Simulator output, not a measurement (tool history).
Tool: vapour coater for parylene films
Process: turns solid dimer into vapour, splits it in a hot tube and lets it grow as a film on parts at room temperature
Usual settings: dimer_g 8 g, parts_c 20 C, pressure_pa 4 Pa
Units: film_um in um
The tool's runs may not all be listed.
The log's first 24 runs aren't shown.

| run | hour | dimer_g | parts_c | pressure_pa | film_um |
|---|---|---|---|---|---|
| 25 | 1149.1 | 10 | 20 | 5.57 | 1.99 |
| 26 | 1191.9 | 10 | 23 | 10.94 | 1.55 |
| 27 | 1237.6 | 10 | 23 | 10.94 | 1.52 |
| 28 | 1268.7 | 10 | 23 | 10.94 | 1.52 |
| 29 | 1310.8 | 10 | 23 | 10.94 | 1.5 |
| 30 | 1362.2 | 6 | 14 | 3.44 | 1.67 |
| 31 | 1417.3 | 12 | 20 | 11.58 | 2.03 |
| 32 | 1477.1 | 12 | 20 | 11.58 | 1.98 |
| 33 | 1536.7 | 12 | 20 | 11.58 | 1.94 |

Forecast each of these 5 alternatives for the next run:
| A | 1576.8 | 6 | 20 | 11.58 | ? |
| B | 1576.8 | 8 | 28 | 3.25 | ? |
| C | 1576.8 | 12 | 20 | 2.88 | ? |
| D | 1576.8 | 9 | 15 | 4 | ? |
| E | 1576.8 | 8 | 24 | 10.82 | ? |

| run | film_um |
|---|---|
| A | 0.97 |
| B | 1.2 |
| C | 2.62 |
| D | 2.25 |
| E | 1.1 |
Without the tool's hidden state the same runs would have given:
| run | film_um |
|---|---|
| A | 1.06 |
| B | 1.3 |
| C | 2.86 |
| D | 2.45 |
| E | 1.2 |
